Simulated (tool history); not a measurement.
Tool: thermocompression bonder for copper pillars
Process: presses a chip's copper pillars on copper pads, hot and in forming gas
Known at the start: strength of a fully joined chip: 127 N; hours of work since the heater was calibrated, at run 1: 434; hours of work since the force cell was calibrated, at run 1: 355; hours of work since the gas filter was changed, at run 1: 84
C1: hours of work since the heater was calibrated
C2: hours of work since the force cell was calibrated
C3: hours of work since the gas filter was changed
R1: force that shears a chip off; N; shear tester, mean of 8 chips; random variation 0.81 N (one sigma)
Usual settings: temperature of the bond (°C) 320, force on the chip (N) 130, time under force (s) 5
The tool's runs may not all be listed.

Run 1, day 0.000: usual settings; C1 434; C2 355; C3 84. Result: R1 54.3 N.
At day 1.362: forming gas filter changed.
Run 2, day 1.408: usual settings; C1 455; C2 377; C3 1. Result: R1 56.6 N.
Run 3, day 2.904: usual settings; C1 479; C2 400; C3 24. Result: R1 55.1 N.
Run 4, day 4.042: usual settings; C1 497; C2 418; C3 42. Result: R1 54.8 N.
Run 5, day 5.054: usual settings; C1 512; C2 434; C3 58. Result: R1 54.9 N.
Run 6, day 6.500: usual settings; C1 535; C2 457; C3 80. Result: R1 52.3 N.
Run 7, day 7.954: usual settings; C1 558; C2 479; C3 103. Result: R1 52.8 N.
At day 8.125: forming gas filter changed.
Run 8, day 8.900: usual settings but force on the chip (N) 133; C1 572; C2 494; C3 12. Result: R1 54.9 N.
Run 9, day 9.962: usual settings but force on the chip (N) 133; C1 589; C2 510; C3 29. Result: R1 55.8 N.
At day 11.229: heater calibrated with a thermocouple chip.
Run 10, day 11.229: usual settings but force on the chip (N) 137; C1 0; C2 529; C3 47. Result: R1 62.7 N.
Run 11, day 12.704: usual settings but temperature of the bond (°C) 349, force on the chip (N) 137; C1 23; C2 552; C3 70. Result: R1 79.4 N.
Run 12, day 13.892: usual settings but temperature of the bond (°C) 342, force on the chip (N) 137; C1 42; C2 571; C3 89. Result: R1 75.1 N.
At day 14.962: forming gas filter changed.
Run 13, day 15.129: usual settings but temperature of the bond (°C) 342, force on the chip (N) 137; C1 61; C2 590; C3 3. Result: R1 77.7 N.
Run 14, day 16.188: usual settings but temperature of the bond (°C) 342, force on the chip (N) 137; C1 77; C2 606; C3 19. Result: R1 77.8 N.
Run 15, day 18.008: usual settings but temperature of the bond (°C) 342, force on the chip (N) 137; C1 106; C2 635; C3 48. Result: R1 74.6 N.
Run 16, day 19.479: usual settings but temperature of the bond (°C) 342, force on the chip (N) 137; C1 129; C2 657; C3 71. Result: R1 74.1 N.
Run 17, day 21.262: usual settings; C1 156; C2 685; C3 98. Result: R1 55.3 N.
At day 21.658: forming gas filter changed.
Run 18, day 23.138: usual settings but force on the chip (N) 160; C1 185; C2 714; C3 23. Result: R1 68.1 N.
Run 19, day 24.025: usual settings but force on the chip (N) 160; C1 199; C2 728; C3 37. Result: R1 67.7 N.
Run 20, day 24.842: usual settings but force on the chip (N) 160; C1 212; C2 741; C3 50. Result: R1 67.1 N.
Run 21, day 26.075: usual settings but force on the chip (N) 160; C1 231; C2 760; C3 69. Result: R1 65.1 N.
Run 22, day 27.133: usual settings but force on the chip (N) 160; C1 248; C2 777; C3 86. Result: R1 65.7 N.
At day 28.317: forming gas filter changed.
Run 23, day 28.821: usual settings but temperature of the bond (°C) 323, force on the chip (N) 124, time under force (s) 10; C1 274; C2 803; C3 8. Result: R1 72.6 N.
Run 24, day 29.821: usual settings but temperature of the bond (°C) 326, force on the chip (N) 91; C1 290; C2 818; C3 24. Result: R1 44.5 N.
Run 25, day 30.958: usual settings but temperature of the bond (°C) 314, force on the chip (N) 91, time under force (s) 4; C1 307; C2 836; C3 41. Result: R1 33.7 N.
Run 26, day 32.092: usual settings but temperature of the bond (°C) 327, force on the chip (N) 81, time under force (s) 7; C1 325; C2 854; C3 59. Result: R1 44.9 N.
Run 27, day 33.479: usual settings but temperature of the bond (°C) 327, force on the chip (N) 112, time under force (s) 3; C1 347; C2 876; C3 81. Result: R1 42.7 N.
Run 28, day 34.496: usual settings but temperature of the bond (°C) 327, force on the chip (N) 112, time under force (s) 3; C1 363; C2 892; C3 97. Result: R1 41.1 N.
At day 34.958: forming gas filter changed.
Run 29, day 35.750: usual settings but force on the chip (N) 176; C1 382; C2 911; C3 12. Result: R1 71.1 N.
Run 30, day 37.592: usual settings but force on the chip (N) 176; C1 411; C2 940; C3 41. Result: R1 70.4 N.
Run 31, day 38.417: usual settings but temperature of the bond (°C) 301, force on the chip (N) 128, time under force (s) 10; C1 424; C2 952; C3 54. Result: R1 55.8 N.
Run 32, day 39.908: usual settings but force on the chip (N) 138; C1 447; C2 976; C3 77. Result: R1 57.4 N.
Run 33, day 40.892: usual settings but force on the chip (N) 162; C1 462; C2 991; C3 93. Result: R1 63.8 N.
At day 41.692: forming gas filter changed.
Run 34, day 42.388: usual settings but force on the chip (N) 162; C1 485; C2 1014; C3 11. Result: R1 65.6 N.
Run 35, day 43.204: usual settings but temperature of the bond (°C) 308, force on the chip (N) 99, time under force (s) 4; C1 498; C2 1027; C3 24. Result: R1 32.9 N.
Run 36, day 45.042: usual settings but temperature of the bond (°C) 308, force on the chip (N) 168, time under force (s) 14; C1 527; C2 1056; C3 52. Result: R1 81.0 N.
Run 37, day 46.075: usual settings but temperature of the bond (°C) 308, force on the chip (N) 168, time under force (s) 14; C1 543; C2 1072; C3 69. Result: R1 80.7 N.
Run 38, day 47.629: usual settings but force on the chip (N) 89; C1 567; C2 1096; C3 93. Result: R1 35.4 N.
At day 48.350: forming gas filter changed.
Run 39, day 49.162: usual settings but temperature of the bond (°C) 315, force on the chip (N) 94, time under force (s) 10; C1 591; C2 1120; C3 13. Result: R1 48.9 N.

Forecast each of these 3 alternatives for the next run:
At day 50.371: heater calibrated with a thermocouple chip.
Run A, day 50.846: usual settings but temperature of the bond (°C) 309, time under force (s) 3; C1 7; C2 1145; C3 38. Result: R1 ?.
At day 50.371: heater calibrated with a thermocouple chip.
Run B, day 50.846: usual settings but temperature of the bond (°C) 298, force on the chip (N) 80, time under force (s) 3; C1 7; C2 1145; C3 38. Result: R1 ?.
At day 50.371: heater calibrated with a thermocouple chip.
Run C, day 50.846: usual settings but temperature of the bond (°C) 349, force on the chip (N) 93, time under force (s) 4; C1 7; C2 1145; C3 38. Result: R1 ?.

run    R1
  A  43.1
  B  22.4
  C  56.9
Without the tool's hidden state the same runs would have given:
run    R1
  A  46.0
  B  24.1
  C  60.5
